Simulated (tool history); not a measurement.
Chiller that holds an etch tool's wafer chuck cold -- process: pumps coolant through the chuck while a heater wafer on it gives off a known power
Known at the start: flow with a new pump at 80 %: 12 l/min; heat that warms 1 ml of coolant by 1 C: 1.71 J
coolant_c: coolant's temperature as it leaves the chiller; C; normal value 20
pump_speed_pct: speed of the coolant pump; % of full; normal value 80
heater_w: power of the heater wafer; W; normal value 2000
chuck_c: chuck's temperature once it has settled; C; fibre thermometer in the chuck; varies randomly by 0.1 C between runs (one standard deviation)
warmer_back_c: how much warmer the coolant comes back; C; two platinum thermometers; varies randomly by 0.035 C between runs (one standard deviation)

{"run": 1, "hour": 0.0, "coolant_c": 20, "pump_speed_pct": 80, "heater_w": 2000, "chuck_c": 35.5, "warmer_back_c": 6.18}
{"run": 2, "hour": 103.9, "coolant_c": 20, "pump_speed_pct": 92, "heater_w": 2000, "chuck_c": 34.2, "warmer_back_c": 5.34}
{"run": 3, "hour": 256.3, "coolant_c": 20, "pump_speed_pct": 80, "heater_w": 2075, "chuck_c": 36.3, "warmer_back_c": 6.5}
{"run": 4, "hour": 386.0, "coolant_c": 20, "pump_speed_pct": 80, "heater_w": 2000, "chuck_c": 35.9, "warmer_back_c": 6.23}
{"run": 5, "hour": 477.4, "coolant_c": 20, "pump_speed_pct": 80, "heater_w": 2000, "chuck_c": 35.9, "warmer_back_c": 6.24}
{"run": 6, "hour": 620.2, "coolant_c": 20, "pump_speed_pct": 80, "heater_w": 1625, "chuck_c": 32.9, "warmer_back_c": 5.12}
{"run": 7, "hour": 696.9, "coolant_c": 16, "pump_speed_pct": 80, "heater_w": 2000, "chuck_c": 31.7, "warmer_back_c": 6.23}
{"run": 8, "hour": 791.4, "coolant_c": 20, "pump_speed_pct": 64, "heater_w": 2000, "chuck_c": 38.8, "warmer_back_c": 8.08}
{"run": 9, "hour": 864.1, "coolant_c": 12, "pump_speed_pct": 80, "heater_w": 2000, "chuck_c": 28.0, "warmer_back_c": 6.29}
{"run": 10, "hour": 967.5, "coolant_c": 12, "pump_speed_pct": 80, "heater_w": 2000, "chuck_c": 28.1, "warmer_back_c": 6.29}
{"run": 11, "hour": 1047.6, "coolant_c": 12, "pump_speed_pct": 80, "heater_w": 2000, "chuck_c": 28.1, "warmer_back_c": 6.36}
{"run": 12, "hour": 1133.0, "coolant_c": 12, "pump_speed_pct": 80, "heater_w": 2000, "chuck_c": 28.2, "warmer_back_c": 6.29}
{"run": 13, "hour": 1223.9, "coolant_c": 28, "pump_speed_pct": 62, "heater_w": 2000, "chuck_c": 47.4, "warmer_back_c": 8.43}
{"run": 14, "hour": 1330.5, "coolant_c": 12, "pump_speed_pct": 62, "heater_w": 2375, "chuck_c": 34.9, "warmer_back_c": 9.97}
{"hour": 1392.5, "done": "chiller's thermometer calibrated"}
{"run": 15, "hour": 1472.1, "coolant_c": 27, "pump_speed_pct": 79, "heater_w": 2000, "chuck_c": 43.3, "warmer_back_c": 6.46}
{"run": 16, "hour": 1557.8, "coolant_c": 11, "pump_speed_pct": 61, "heater_w": 1408, "chuck_c": 24.7, "warmer_back_c": 6.02}
{"run": 17, "hour": 1713.1, "coolant_c": 11, "pump_speed_pct": 68, "heater_w": 1479, "chuck_c": 24.4, "warmer_back_c": 5.71}

Subtracting, for every run, the result it would have given without the tool's unlogged condition from the measured result gives the following. The same run-to-run variation enters both numbers; the gauge's scatter may not:
Hidden state present: heat passed by the chuck's channels, % of clean ones'; flow at a given pump speed, % of a new pump's; coolant's true temperature over the reading, C; drift of the gauge itself on chuck_c, C; drift of the gauge itself on warmer_back_c, C.
run=1 chuck_c=+1.6 warmer_back_c=+0.35
run=2 chuck_c=+1.6 warmer_back_c=+0.30
run=3 chuck_c=+1.9 warmer_back_c=+0.38
run=4 chuck_c=+1.9 warmer_back_c=+0.38
run=5 chuck_c=+1.9 warmer_back_c=+0.39
run=6 chuck_c=+1.6 warmer_back_c=+0.32
run=7 chuck_c=+2.0 warmer_back_c=+0.41
run=8 chuck_c=+2.4 warmer_back_c=+0.54
run=9 chuck_c=+2.1 warmer_back_c=+0.43
run=10 chuck_c=+2.2 warmer_back_c=+0.44
run=11 chuck_c=+2.3 warmer_back_c=+0.44
run=12 chuck_c=+2.3 warmer_back_c=+0.45
run=13 chuck_c=+2.7 warmer_back_c=+0.61
run=14 chuck_c=+3.3 warmer_back_c=+0.74
run=15 chuck_c=+2.3 warmer_back_c=+0.49
run=16 chuck_c=+1.9 warmer_back_c=+0.47
run=17 chuck_c=+2.0 warmer_back_c=+0.46
